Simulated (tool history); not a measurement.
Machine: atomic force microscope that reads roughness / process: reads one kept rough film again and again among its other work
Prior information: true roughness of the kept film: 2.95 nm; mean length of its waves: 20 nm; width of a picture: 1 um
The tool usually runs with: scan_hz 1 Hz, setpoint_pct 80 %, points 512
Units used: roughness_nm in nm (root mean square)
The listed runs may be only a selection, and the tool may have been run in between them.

| run | hour | scan_hz | setpoint_pct | points | roughness_nm |
|---|---|---|---|---|---|
| 1 | 0 | 1 | 80 | 512 | 1.553 |
| 2 | 24.8 | 1 | 80 | 512 | 1.452 |
| 3 | 39.8 | 1 | 80 | 512 | 1.417 |
| 4 | 52 | 1 | 80 | 375 | 1.37 |
|  | 64.7 | new tip fitted |
| 5 | 79 | 1 | 80 | 375 | 2.084 |
| 6 | 95.4 | 1.06 | 80 | 512 | 1.974 |
| 7 | 122.4 | 1 | 61 | 512 | 1.94 |
| 8 | 135.4 | 1 | 61 | 512 | 1.885 |
| 9 | 154.3 | 1 | 80 | 512 | 1.675 |
| 10 | 173.8 | 3.01 | 80 | 512 | 1.345 |
| 11 | 188.3 | 3.01 | 80 | 512 | 1.304 |
| 12 | 214.4 | 3.01 | 80 | 512 | 1.233 |
| 13 | 228.8 | 3.01 | 80 | 512 | 1.193 |
| 14 | 245.2 | 0.59 | 80 | 920 | 1.428 |
|  | 253.6 | new tip fitted |
| 15 | 258.5 | 2.12 | 76 | 725 | 2.043 |
| 16 | 281.2 | 1 | 71 | 730 | 2.087 |
| 17 | 296.7 | 1.28 | 69 | 379 | 1.961 |
| 18 | 311.9 | 1.84 | 80 | 530 | 1.7 |
| 19 | 334.1 | 1.21 | 57 | 474 | 1.831 |
| 20 | 355.9 | 1 | 64 | 896 | 1.728 |
| 21 | 380.6 | 1 | 64 | 896 | 1.595 |
| 22 | 407.4 | 1 | 76 | 896 | 1.467 |
| 23 | 435.5 | 0.62 | 75 | 344 | 1.401 |
|  | 441.5 | new tip fitted |
| 24 | 463.1 | 0.62 | 75 | 344 | 2.08 |
| 25 | 475.2 | 0.62 | 75 | 344 | 2.005 |
| 26 | 489.4 | 0.62 | 75 | 344 | 1.921 |

Predict each of these 4 candidate next runs independently; none follows another, all start after run 26:
| A | 517.7 | 0.5 | 56 | 429 | ? |
| B | 517.7 | 2.33 | 80 | 512 | ? |
| C | 517.7 | 1.18 | 88 | 794 | ? |
| D | 517.7 | 1 | 66 | 512 | ? |

| run | roughness_nm |
|---|---|
| A | 1.862 |
| B | 1.542 |
| C | 1.622 |
| D | 1.802 |
Stripped of hidden state, with their random variation kept, the same runs would have yielded:
| run | roughness_nm |
|---|---|
| A | 2.393 |
| B | 1.981 |
| C | 2.082 |
| D | 2.315 |
